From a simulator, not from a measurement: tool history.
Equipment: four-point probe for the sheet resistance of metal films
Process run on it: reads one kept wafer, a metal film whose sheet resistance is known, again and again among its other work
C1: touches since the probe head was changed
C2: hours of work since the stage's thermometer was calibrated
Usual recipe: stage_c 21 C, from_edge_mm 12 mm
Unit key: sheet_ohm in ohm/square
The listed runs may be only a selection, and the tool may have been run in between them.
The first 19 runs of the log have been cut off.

Run 20, hour 798.1: usual settings but from_edge_mm 5 mm; C1 39326; C2 542. Result: sheet_ohm 23.972043 ohm/square.
Run 21, hour 849.4: usual settings but from_edge_mm 5 mm; C1 40340; C2 578. Result: sheet_ohm 23.958763 ohm/square.
Run 22, hour 905.3: usual settings but from_edge_mm 5 mm; C1 41444; C2 618. Result: sheet_ohm 23.965604 ohm/square.
Run 23, hour 953.9: usual settings but from_edge_mm 5 mm; C1 42404; C2 652. Result: sheet_ohm 23.953955 ohm/square.
Run 24, hour 995.5: usual settings but from_edge_mm 4 mm; C1 43225; C2 682. Result: sheet_ohm 24.028011 ohm/square.
Run 25, hour 1033.3: usual settings but from_edge_mm 4 mm; C1 43972; C2 708. Result: sheet_ohm 24.03056 ohm/square.
Run 26, hour 1066.2: usual settings but from_edge_mm 36 mm; C1 44622; C2 732. Result: sheet_ohm 23.809085 ohm/square.
Run 27, hour 1121.7: usual settings but from_edge_mm 36 mm; C1 45719; C2 771. Result: sheet_ohm 23.827242 ohm/square.
Run 28, hour 1176.2: usual settings but stage_c 18 C, from_edge_mm 3 mm; C1 46795; C2 810. Result: sheet_ohm 24.06704 ohm/square.
Run 29, hour 1225.6: usual settings but stage_c 18 C, from_edge_mm 11 mm; C1 47772; C2 845. Result: sheet_ohm 23.752241 ohm/square.
Run 30, hour 1258.4: usual settings but stage_c 25 C, from_edge_mm 7 mm; C1 48419; C2 868. Result: sheet_ohm 23.985511 ohm/square.
Run 31, hour 1283.2: usual settings but stage_c 19 C, from_edge_mm 4 mm; C1 48909; C2 886. Result: sheet_ohm 23.92491 ohm/square.
Run 32, hour 1309.2: usual settings but stage_c 18 C, from_edge_mm 9 mm; C1 49424; C2 904. Result: sheet_ohm 23.742401 ohm/square.
Run 33, hour 1345.1: usual settings but stage_c 18 C, from_edge_mm 9 mm; C1 50132; C2 930. Result: sheet_ohm 23.737073 ohm/square.
Run 34, hour 1379: usual settings but stage_c 28 C, from_edge_mm 3 mm; C1 50802; C2 954. Result: sheet_ohm 24.352847 ohm/square.
Run 35, hour 1429.4: usual settings but stage_c 34 C; C1 51799; C2 990. Result: sheet_ohm 24.190173 ohm/square.
Run 36, hour 1466.1: usual settings but stage_c 19 C, from_edge_mm 54 mm; C1 52523; C2 1016. Result: sheet_ohm 23.724846 ohm/square.
Run 37, hour 1506.4: usual settings but stage_c 23 C, from_edge_mm 7 mm; C1 53320; C2 1044. Result: sheet_ohm 23.908957 ohm/square.
Run 38, hour 1537.4: usual settings but stage_c 34 C, from_edge_mm 21 mm; C1 53932; C2 1066. Result: sheet_ohm 24.160524 ohm/square.
Run 39, hour 1562: usual settings but stage_c 30 C, from_edge_mm 6 mm; C1 54418; C2 1084. Result: sheet_ohm 24.119026 ohm/square.

Run 40 is up next; what results do you expect?
Run 40, hour 1609.7: usual settings but stage_c 19 C, from_edge_mm 11 mm; C1 55361; C2 1117. Result: sheet_ohm ?.

Run 40 yielded sheet_ohm 23.729761 ohm/square.
With the hidden condition absent and the run-to-run variation left alone, this run would have shown sheet_ohm 23.909391 ohm/square.

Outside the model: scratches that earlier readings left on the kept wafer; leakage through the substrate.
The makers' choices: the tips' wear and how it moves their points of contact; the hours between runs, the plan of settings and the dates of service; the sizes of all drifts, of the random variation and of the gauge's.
